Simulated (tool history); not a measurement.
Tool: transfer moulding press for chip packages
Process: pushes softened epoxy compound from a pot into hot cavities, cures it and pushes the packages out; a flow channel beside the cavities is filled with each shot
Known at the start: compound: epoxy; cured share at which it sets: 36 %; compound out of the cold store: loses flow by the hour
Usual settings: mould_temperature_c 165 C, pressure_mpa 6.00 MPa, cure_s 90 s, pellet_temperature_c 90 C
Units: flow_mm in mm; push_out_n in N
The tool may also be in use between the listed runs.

| run | hour | mould_temperature_c | pressure_mpa | cure_s | pellet_temperature_c | incoming compound's hours out of the cold store | flow_mm | push_out_n |
|---|---|---|---|---|---|---|---|---|
| 1 | 0.0 | 165 | 6.00 | 90 | 90 | 42.5 | 609 | 262 |
|  | 29.3 | mould's thermocouples calibrated |
|  | 30.8 | cavities cleaned with cleaning compound and waxed |
| 2 | 58.4 | 165 | 5.81 | 90 | 90 | 43.5 | 584 | 264 |
| 3 | 91.4 | 165 | 5.81 | 90 | 90 | 47.7 | 572 | 290 |
|  | 100.3 | cavities cleaned with cleaning compound and waxed |
| 4 | 128.1 | 165 | 6.00 | 90 | 90 | 20.3 | 662 | 259 |
| 5 | 167.4 | 165 | 6.00 | 90 | 90 | 34.2 | 608 | 290 |
|  | 171.6 | cavities cleaned with cleaning compound and waxed |
| 6 | 208.2 | 165 | 6.00 | 90 | 90 | 47.4 | 571 | 279 |
|  | 242.9 | cavities cleaned with cleaning compound and waxed |
| 7 | 257.6 | 165 | 6.00 | 73 | 90 | 11.4 | 680 | 327 |
| 8 | 302.6 | 160 | 6.00 | 90 | 90 | 39.7 | 600 | 355 |
|  | 313.3 | cavities cleaned with cleaning compound and waxed |
|  | 326.4 | plunger's sealing rings changed |
| 9 | 349.9 | 160 | 6.00 | 90 | 90 | 20.3 | 701 | 351 |
| 10 | 374.7 | 165 | 6.81 | 76 | 87 | 17.4 | 743 | 364 |
|  | 385.6 | cavities cleaned with cleaning compound and waxed |
| 11 | 402.5 | 165 | 6.81 | 76 | 87 | 11.6 | 765 | 319 |
| 12 | 431.5 | 170 | 4.72 | 80 | 97 | 24.8 | 571 | 269 |
|  | 459.3 | cavities cleaned with cleaning compound and waxed |
| 13 | 471.0 | 165 | 7.28 | 76 | 90 | 33.3 | 696 | 282 |

Some steps in flow_mm between neighbouring runs. How much of each would the tool show without its hidden state too (settings, what came in, random variation), and how much is left for the hidden state, with any gauge scatter that isn't in both results?
The hidden state here: true mould temperature over the reading, C; pressure that reaches the compound, % of what is set; grip of the stained cavities, % over clean ones'; drift of the gauge itself on flow_mm, %; drift of the gauge itself on push_out_n, %.
Run 8 -> 9: cavities cleaned with cleaning compound and waxed, plunger's sealing rings changed. flow_mm +101 mm: hidden state +46, all else +55.
Run 11 -> 12: mould_temperature_c 165 -> 170, pressure_mpa 6.81 -> 4.72, cure_s 76 -> 80, pellet_temperature_c 87 -> 97. flow_mm -194 mm: hidden state +0, all else -194.
